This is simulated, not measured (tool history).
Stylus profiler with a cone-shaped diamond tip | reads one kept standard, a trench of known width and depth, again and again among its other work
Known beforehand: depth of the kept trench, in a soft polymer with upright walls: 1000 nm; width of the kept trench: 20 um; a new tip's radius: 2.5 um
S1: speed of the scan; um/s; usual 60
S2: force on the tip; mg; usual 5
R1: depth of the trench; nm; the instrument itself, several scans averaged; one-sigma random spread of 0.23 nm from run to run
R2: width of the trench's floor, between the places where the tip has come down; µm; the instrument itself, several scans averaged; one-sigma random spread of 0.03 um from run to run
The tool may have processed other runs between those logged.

run	day	S1	S2	R1	R2
1	0	60	5	1015.79	15.15
2	4.221	60	5	1015.92	14.99
3	8.021	60	5	1016.37	14.78
4	10.117	60	5	1016.38	14.69
5	13.508	60	6.1	1018.43	14.54
6	18.204	60	6.1	1018.97	14.3
7	21.354	197	5	1016.95	13.51
8	25.588	60	5	1017.34	13.96
9	27.729	60	5	1017.48	13.85
10	30.188	60	5	1017.33	13.78
11	33.396	29	5	1017.88	13.78
12	37.179	60	5	1017.76	13.5
13	40.379	60	5	1018.56	13.37
14	42.954	60	5	1018.51	13.27
15	46.429	60	5	1018.61	13.09
16	50.875	60	5	1018.67	12.99
17	54.575	60	5	1018.91	12.81
18	57.492	60	5	1019.26	12.73
19	62.508	111	5	1015.1	15.54
20	66.096	203	5	1015.23	14.92
21	68.717	60	3.28	1011.85	15.36
22	73.296	60	3.28	1012.09	15.05
23	75.521	60	5	1015.46	15.03
24	77.946	15	6.57	1018.75	15.1
25	82.35	106	7.94	1021.5	14.54
26	87.138	106	7.94	1021.56	14.32
27	92.025	106	7.94	1021.99	14.09
28	95.604	106	7.94	1022.17	13.93
29	100.433	39	6.65	1020.3	13.96
30	103.525	53	7	1021.45	13.78
31	108.575	69	6.3	1020.31	13.56
32	112.171	69	6.3	1020.57	13.4
33	116.292	64	4.24	1016.6	13.19
34	119.438	38	2.72	1013.51	13.09
35	121.521	38	2.72	1013.67	13.04
36	124.104	38	2.72	1013.98	12.97
37	127.179	235	2.67	1013.93	11.67
38	130.517	235	2.67	1014.1	11.62
39	135.417	224	8.01	1020.29	15.11
40	138.271	19	2.14	1008.74	15.65
41	141.617	43	10.39	1024.55	15.46
42	146.058	194	10.39	1024.7	14.72
43	149.758	33	12.22	1028.06	15.11
44	152.162	64	2.64	1010.76	14.72
45	155.354	64	2.64	1010.73	14.49
46	157.971	119	13.04	1029.68	14.43

Withheld: 2 entries from between the runs. Position of each, and hidden state at the listed run before versus the listed run after:
Runs 18 to 19: new tip fitted, height scale calibrated (day 61.067)
  radius of the tip, um: 6.62 -> 2.51; height scale over the true one, %: 0.444 -> 0.002
  measured result minus the result with no hidden state, R1: +4.51 -> +0.02 nm; R2: -3 -> -0.01 µm
Runs 38 to 39: new tip fitted, height scale calibrated (day 133.404)
  radius of the tip, um: 6.71 -> 2.57; height scale over the true one, %: 0.434 -> 0.01
  measured result minus the result with no hidden state, R1: +4.38 -> +0.11 nm; R2: -3.05 -> -0.07 µm
